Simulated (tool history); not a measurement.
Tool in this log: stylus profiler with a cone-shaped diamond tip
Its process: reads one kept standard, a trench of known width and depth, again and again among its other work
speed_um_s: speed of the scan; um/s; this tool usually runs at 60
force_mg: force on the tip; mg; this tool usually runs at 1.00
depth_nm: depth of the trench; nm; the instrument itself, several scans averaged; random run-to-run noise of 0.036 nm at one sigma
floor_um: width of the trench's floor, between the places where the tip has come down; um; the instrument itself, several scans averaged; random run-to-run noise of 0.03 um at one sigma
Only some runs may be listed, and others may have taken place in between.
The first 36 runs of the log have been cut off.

| run | hour | speed_um_s | force_mg | scans with this tip | hours of work since the height scale was calibrated | depth_nm | floor_um |
|---|---|---|---|---|---|---|---|
| 37 | 1519.6 | 16 | 2.12 | 4652 | 409 | 100.35 | 48.35 |
| 38 | 1573.7 | 16 | 2.12 | 4928 | 433 | 100.42 | 48.26 |
| 39 | 1636.3 | 124 | 1.00 | 5247 | 461 | 100.15 | 47.43 |
| 40 | 1670.4 | 124 | 1.00 | 5421 | 476 | 100.13 | 47.43 |
| 41 | 1709.3 | 174 | 0.35 | 5619 | 494 | 99.98 | 46.22 |
| 42 | 1766.1 | 157 | 0.71 | 5909 | 519 | 99.95 | 46.94 |
| 43 | 1823.6 | 22 | 2.41 | 6202 | 545 | 100.35 | 48.17 |
| 44 | 1851.1 | 84 | 0.60 | 6343 | 557 | 99.96 | 47.54 |
| 45 | 1913.1 | 84 | 0.60 | 6659 | 585 | 99.99 | 47.44 |

Below are 5 alternative next runs, each starting from the tool's condition after run 45. Predict each:
| A | 1944.1 | 112 | 2.19 | 6817 | 599 | ? | ? |
| B | 1944.1 | 38 | 1.00 | 6817 | 599 | ? | ? |
| C | 1944.1 | 21 | 0.38 | 6817 | 599 | ? | ? |
| D | 1944.1 | 165 | 1.71 | 6817 | 599 | ? | ? |
| E | 1944.1 | 192 | 0.86 | 6817 | 599 | ? | ? |

| run | depth_nm | floor_um |
|---|---|---|
| A | 100.37 | 47.75 |
| B | 100.04 | 48.02 |
| C | 99.90 | 47.96 |
| D | 100.27 | 47.43 |
| E | 100.01 | 46.74 |
Stripped of hidden state, with their random variation kept, the same runs would have yielded:
| run | depth_nm | floor_um |
|---|---|---|
| A | 100.65 | 48.24 |
| B | 100.32 | 48.51 |
| C | 100.18 | 48.46 |
| D | 100.56 | 47.92 |
| E | 100.29 | 47.24 |
